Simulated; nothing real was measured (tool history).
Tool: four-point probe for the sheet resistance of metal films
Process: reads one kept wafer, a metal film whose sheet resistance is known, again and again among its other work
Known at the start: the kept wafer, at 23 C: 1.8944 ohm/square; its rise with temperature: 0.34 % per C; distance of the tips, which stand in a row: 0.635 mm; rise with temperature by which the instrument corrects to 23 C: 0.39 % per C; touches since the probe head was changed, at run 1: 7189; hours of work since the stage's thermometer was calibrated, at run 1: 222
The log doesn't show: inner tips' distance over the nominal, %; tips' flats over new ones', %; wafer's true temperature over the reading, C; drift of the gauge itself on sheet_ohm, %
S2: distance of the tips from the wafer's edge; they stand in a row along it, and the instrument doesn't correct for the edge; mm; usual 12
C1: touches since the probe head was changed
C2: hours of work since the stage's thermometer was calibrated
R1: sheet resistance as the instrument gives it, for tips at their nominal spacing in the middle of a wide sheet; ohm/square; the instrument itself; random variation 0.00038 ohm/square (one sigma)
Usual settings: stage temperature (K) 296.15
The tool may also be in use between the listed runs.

{"run": 1, "hour": 0.0, "stage temperature (K)": 296.15, "S2": 12, "C1": 7189, "C2": 222, "R1": 1.897135}
{"run": 2, "hour": 39.9, "stage temperature (K)": 296.15, "S2": 12, "C1": 8278, "C2": 242, "R1": 1.896743}
{"run": 3, "hour": 98.0, "stage temperature (K)": 296.15, "S2": 12, "C1": 9867, "C2": 272, "R1": 1.897402}
{"run": 4, "hour": 155.7, "stage temperature (K)": 296.15, "S2": 12, "C1": 11443, "C2": 301, "R1": 1.897156}
{"run": 5, "hour": 199.9, "stage temperature (K)": 296.15, "S2": 12, "C1": 12648, "C2": 323, "R1": 1.896676}
{"run": 6, "hour": 249.0, "stage temperature (K)": 296.15, "S2": 12, "C1": 13990, "C2": 348, "R1": 1.897169}
{"run": 7, "hour": 298.7, "stage temperature (K)": 302.15, "S2": 12, "C1": 15346, "C2": 373, "R1": 1.892081}
{"run": 8, "hour": 333.7, "stage temperature (K)": 302.15, "S2": 12, "C1": 16303, "C2": 391, "R1": 1.891549}
{"run": 9, "hour": 380.2, "stage temperature (K)": 302.15, "S2": 12, "C1": 17573, "C2": 414, "R1": 1.891246}
{"run": 10, "hour": 403.7, "stage temperature (K)": 301.15, "S2": 12, "C1": 18215, "C2": 426, "R1": 1.892791}
{"run": 11, "hour": 459.9, "stage temperature (K)": 296.15, "S2": 12, "C1": 19749, "C2": 455, "R1": 1.897435}
{"run": 12, "hour": 493.3, "stage temperature (K)": 296.15, "S2": 12, "C1": 20661, "C2": 471, "R1": 1.897765}
{"run": 13, "hour": 532.5, "stage temperature (K)": 296.15, "S2": 12, "C1": 21734, "C2": 491, "R1": 1.897853}
{"run": 14, "hour": 587.1, "stage temperature (K)": 296.15, "S2": 12, "C1": 23223, "C2": 519, "R1": 1.898081}
{"run": 15, "hour": 619.6, "stage temperature (K)": 301.15, "S2": 12, "C1": 24113, "C2": 535, "R1": 1.892475}
{"run": 16, "hour": 669.0, "stage temperature (K)": 306.15, "S2": 6, "C1": 25460, "C2": 560, "R1": 1.896119}
{"run": 17, "hour": 692.7, "stage temperature (K)": 304.15, "S2": 62, "C1": 26107, "C2": 572, "R1": 1.88652}
{"run": 18, "hour": 741.9, "stage temperature (K)": 292.15, "S2": 5, "C1": 27452, "C2": 597, "R1": 1.914441}
{"run": 19, "hour": 775.4, "stage temperature (K)": 296.15, "S2": 5, "C1": 28367, "C2": 614, "R1": 1.910405}
{"run": 20, "hour": 821.1, "stage temperature (K)": 308.15, "S2": 72, "C1": 29616, "C2": 637, "R1": 1.882951}
{"run": 21, "hour": 879.2, "stage temperature (K)": 297.15, "S2": 7, "C1": 31202, "C2": 667, "R1": 1.90237}
{"run": 22, "hour": 923.1, "stage temperature (K)": 298.15, "S2": 48, "C1": 32401, "C2": 689, "R1": 1.892655}
{"run": 23, "hour": 950.9, "stage temperature (K)": 295.15, "S2": 43, "C1": 33159, "C2": 703, "R1": 1.895513}
{"run": 24, "hour": 980.0, "stage temperature (K)": 304.15, "S2": 10, "C1": 33955, "C2": 718, "R1": 1.891009}
{"run": 25, "hour": 1032.1, "stage temperature (K)": 304.15, "S2": 3, "C1": 35378, "C2": 744, "R1": 1.93141}
{"run": 26, "hour": 1070.8, "stage temperature (K)": 297.15, "S2": 9, "C1": 36436, "C2": 764, "R1": 1.898356}
{"run": 27, "hour": 1107.1, "stage temperature (K)": 295.15, "S2": 12, "C1": 37428, "C2": 782, "R1": 1.898782}
{"run": 28, "hour": 1154.1, "stage temperature (K)": 295.15, "S2": 12, "C1": 38711, "C2": 806, "R1": 1.898188}
{"run": 29, "hour": 1179.4, "stage temperature (K)": 302.15, "S2": 5, "C1": 39402, "C2": 818, "R1": 1.904662}
{"run": 30, "hour": 1205.9, "stage temperature (K)": 302.15, "S2": 5, "C1": 40126, "C2": 832, "R1": 1.905058}

Forecast each of these 4 alternatives for the next run:
{"run": "A", "hour": 1230.0, "stage temperature (K)": 298.15, "S2": 6, "C1": 40784, "C2": 844, "R1": "?"}
{"run": "B", "hour": 1230.0, "stage temperature (K)": 299.15, "S2": 15, "C1": 40784, "C2": 844, "R1": "?"}
{"run": "C", "hour": 1230.0, "stage temperature (K)": 295.15, "S2": 6, "C1": 40784, "C2": 844, "R1": "?"}
{"run": "D", "hour": 1230.0, "stage temperature (K)": 298.15, "S2": 17, "C1": 40784, "C2": 844, "R1": "?"}

run=A R1=1.90406
run=B R1=1.893159
run=C R1=1.906692
run=D R1=1.893826
Without the tool's hidden state the same runs would have given:
run=A R1=1.903996
run=B R1=1.893096
run=C R1=1.906628
run=D R1=1.893763

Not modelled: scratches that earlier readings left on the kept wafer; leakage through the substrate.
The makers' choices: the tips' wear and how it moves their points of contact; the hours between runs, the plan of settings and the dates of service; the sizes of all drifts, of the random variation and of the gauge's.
